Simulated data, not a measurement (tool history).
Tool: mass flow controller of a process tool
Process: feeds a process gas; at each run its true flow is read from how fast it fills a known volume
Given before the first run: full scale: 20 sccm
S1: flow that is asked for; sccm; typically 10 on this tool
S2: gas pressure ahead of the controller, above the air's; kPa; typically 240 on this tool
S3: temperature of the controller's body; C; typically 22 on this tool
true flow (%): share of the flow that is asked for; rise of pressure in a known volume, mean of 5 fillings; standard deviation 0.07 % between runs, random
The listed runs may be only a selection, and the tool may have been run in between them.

{"run": 1, "day": 0.0, "S1": 10, "S2": 240, "S3": 22, "true flow (%)": 98.95}
{"run": 2, "day": 5.004, "S1": 10, "S2": 240, "S3": 22, "true flow (%)": 99.0}
{"run": 3, "day": 10.583, "S1": 10, "S2": 240, "S3": 25, "true flow (%)": 98.92}
{"run": 4, "day": 17.292, "S1": 10, "S2": 240, "S3": 25, "true flow (%)": 98.89}
{"run": 5, "day": 21.842, "S1": 10, "S2": 240, "S3": 25, "true flow (%)": 98.85}
{"run": 6, "day": 25.925, "S1": 10, "S2": 240, "S3": 22, "true flow (%)": 99.02}
{"run": 7, "day": 35.033, "S1": 10, "S2": 240, "S3": 22, "true flow (%)": 99.33}
{"run": 8, "day": 40.012, "S1": 10, "S2": 240, "S3": 22, "true flow (%)": 99.13}
{"run": 9, "day": 48.596, "S1": 10, "S2": 240, "S3": 22, "true flow (%)": 99.19}
{"run": 10, "day": 57.304, "S1": 10, "S2": 240, "S3": 26, "true flow (%)": 98.85}
{"run": 11, "day": 64.65, "S1": 10, "S2": 240, "S3": 26, "true flow (%)": 98.82}
{"run": 12, "day": 72.138, "S1": 10, "S2": 240, "S3": 22, "true flow (%)": 99.44}
{"run": 13, "day": 81.454, "S1": 10, "S2": 240, "S3": 22, "true flow (%)": 99.3}
{"run": 14, "day": 88.983, "S1": 6, "S2": 240, "S3": 32, "true flow (%)": 98.49}
{"run": 15, "day": 95.946, "S1": 6, "S2": 240, "S3": 32, "true flow (%)": 98.31}
{"run": 16, "day": 99.883, "S1": 6, "S2": 211, "S3": 27, "true flow (%)": 99.09}
{"run": 17, "day": 107.1, "S1": 6, "S2": 227, "S3": 30, "true flow (%)": 98.75}
{"run": 18, "day": 113.392, "S1": 6, "S2": 156, "S3": 22, "true flow (%)": 99.83}
{"run": 19, "day": 117.708, "S1": 15, "S2": 161, "S3": 22, "true flow (%)": 100.39}
{"run": 20, "day": 124.817, "S1": 15, "S2": 161, "S3": 22, "true flow (%)": 100.65}
{"run": 21, "day": 133.742, "S1": 16, "S2": 165, "S3": 36, "true flow (%)": 99.59}
{"run": 22, "day": 138.338, "S1": 4, "S2": 240, "S3": 30, "true flow (%)": 98.93}
{"run": 23, "day": 145.362, "S1": 4, "S2": 178, "S3": 25, "true flow (%)": 99.98}
{"run": 24, "day": 150.342, "S1": 4, "S2": 178, "S3": 25, "true flow (%)": 99.96}
{"run": 25, "day": 158.108, "S1": 3, "S2": 216, "S3": 23, "true flow (%)": 100.34}
{"run": 26, "day": 166.925, "S1": 8, "S2": 220, "S3": 28, "true flow (%)": 99.43}

What if the next run were any one of these 5? Each begins from the tool's condition after run 26:
{"run": "A", "day": 174.838, "S1": 3, "S2": 168, "S3": 23, "true flow (%)": "?"}
{"run": "B", "day": 174.838, "S1": 11, "S2": 176, "S3": 24, "true flow (%)": "?"}
{"run": "C", "day": 174.838, "S1": 8, "S2": 220, "S3": 31, "true flow (%)": "?"}
{"run": "D", "day": 174.838, "S1": 8, "S2": 145, "S3": 28, "true flow (%)": "?"}
{"run": "E", "day": 174.838, "S1": 8, "S2": 240, "S3": 27, "true flow (%)": "?"}

run=A true_flow_(%)=100.80
run=B true_flow_(%)=100.21
run=C true_flow_(%)=99.27
run=D true_flow_(%)=99.90
run=E true_flow_(%)=99.33
With the hidden condition removed and each run's random variation left untouched, the same runs would have given:
run=A true_flow_(%)=98.06
run=B true_flow_(%)=98.99
run=C true_flow_(%)=97.84
run=D true_flow_(%)=98.46
run=E true_flow_(%)=97.89
